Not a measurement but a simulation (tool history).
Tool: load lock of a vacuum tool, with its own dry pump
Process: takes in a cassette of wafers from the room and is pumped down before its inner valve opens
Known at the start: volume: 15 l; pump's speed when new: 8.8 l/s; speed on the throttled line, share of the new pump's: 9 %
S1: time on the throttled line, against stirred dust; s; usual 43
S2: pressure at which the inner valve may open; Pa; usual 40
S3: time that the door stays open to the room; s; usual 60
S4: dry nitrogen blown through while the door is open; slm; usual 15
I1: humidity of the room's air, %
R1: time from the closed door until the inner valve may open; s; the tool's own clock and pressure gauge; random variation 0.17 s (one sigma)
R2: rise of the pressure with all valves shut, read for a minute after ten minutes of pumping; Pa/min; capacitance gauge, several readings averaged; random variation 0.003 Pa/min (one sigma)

{"run": 1, "hour": 0.0, "S1": 43, "S2": 40, "S3": 60, "S4": 15, "I1": 46.9, "R1": 53.4, "R2": 0.072}
{"run": 2, "hour": 270.0, "S1": 43, "S2": 40, "S3": 60, "S4": 15, "I1": 43.0, "R1": 53.3, "R2": 0.063}
{"run": 3, "hour": 621.4, "S1": 43, "S2": 40, "S3": 60, "S4": 15, "I1": 45.5, "R1": 53.5, "R2": 0.069}
{"run": 4, "hour": 839.8, "S1": 43, "S2": 40, "S3": 60, "S4": 15, "I1": 45.2, "R1": 53.5, "R2": 0.067}
{"run": 5, "hour": 1062.4, "S1": 55, "S2": 40, "S3": 60, "S4": 15, "I1": 49.8, "R1": 64.4, "R2": 0.069}
{"run": 6, "hour": 1375.8, "S1": 43, "S2": 36, "S3": 60, "S4": 15, "I1": 48.7, "R1": 53.7, "R2": 0.072}
{"run": 7, "hour": 1686.0, "S1": 43, "S2": 36, "S3": 60, "S4": 15, "I1": 45.9, "R1": 54.0, "R2": 0.068}
{"run": 8, "hour": 1975.8, "S1": 43, "S2": 36, "S3": 60, "S4": 15, "I1": 46.2, "R1": 54.2, "R2": 0.07}
{"run": 9, "hour": 2287.4, "S1": 43, "S2": 36, "S3": 60, "S4": 15, "I1": 46.9, "R1": 54.2, "R2": 0.074}
{"run": 10, "hour": 2572.7, "S1": 60, "S2": 36, "S3": 60, "S4": 15, "I1": 43.4, "R1": 69.4, "R2": 0.073}
{"run": 11, "hour": 2877.7, "S1": 60, "S2": 36, "S3": 60, "S4": 15, "I1": 44.3, "R1": 69.2, "R2": 0.079}
{"run": 12, "hour": 3211.8, "S1": 60, "S2": 36, "S3": 60, "S4": 15, "I1": 45.6, "R1": 69.6, "R2": 0.076}
{"run": 13, "hour": 3431.3, "S1": 43, "S2": 40, "S3": 60, "S4": 15, "I1": 44.7, "R1": 54.0, "R2": 0.086}
{"run": 14, "hour": 3793.1, "S1": 43, "S2": 40, "S3": 106, "S4": 15, "I1": 46.4, "R1": 54.2, "R2": 0.083}
{"run": 15, "hour": 3961.5, "S1": 43, "S2": 40, "S3": 106, "S4": 15, "I1": 45.8, "R1": 54.4, "R2": 0.087}
{"run": 16, "hour": 4125.8, "S1": 54, "S2": 40, "S3": 60, "S4": 15, "I1": 44.3, "R1": 64.1, "R2": 0.084}
{"run": 17, "hour": 4318.0, "S1": 52, "S2": 73, "S3": 146, "S4": 13, "I1": 50.5, "R1": 61.4, "R2": 0.092}
{"hour": 4562.0, "done": "dry pump taken out, an overhauled one fitted"}
{"run": 18, "hour": 4573.7, "S1": 52, "S2": 73, "S3": 146, "S4": 13, "I1": 45.5, "R1": 59.1, "R2": 0.092}
{"run": 19, "hour": 4894.0, "S1": 52, "S2": 73, "S3": 146, "S4": 13, "I1": 46.5, "R1": 59.4, "R2": 0.096}
{"run": 20, "hour": 5234.2, "S1": 52, "S2": 73, "S3": 146, "S4": 13, "I1": 44.7, "R1": 59.2, "R2": 0.091}
{"run": 21, "hour": 5414.0, "S1": 43, "S2": 55, "S3": 38, "S4": 15, "I1": 44.1, "R1": 51.9, "R2": 0.082}
{"run": 22, "hour": 5645.4, "S1": 42, "S2": 67, "S3": 35, "S4": 27, "I1": 45.2, "R1": 50.5, "R2": 0.078}

The next listed run, before its measurement:
{"run": 23, "hour": 5806.8, "S1": 43, "S2": 31, "S3": 55, "S4": 15, "I1": 47.0, "R1": "?", "R2": "?"}

R1: 53.4 s
R2: 0.087 Pa/min
Without the tool's hidden state the same run would have given R1 53.3 s, R2 0.031 Pa/min.

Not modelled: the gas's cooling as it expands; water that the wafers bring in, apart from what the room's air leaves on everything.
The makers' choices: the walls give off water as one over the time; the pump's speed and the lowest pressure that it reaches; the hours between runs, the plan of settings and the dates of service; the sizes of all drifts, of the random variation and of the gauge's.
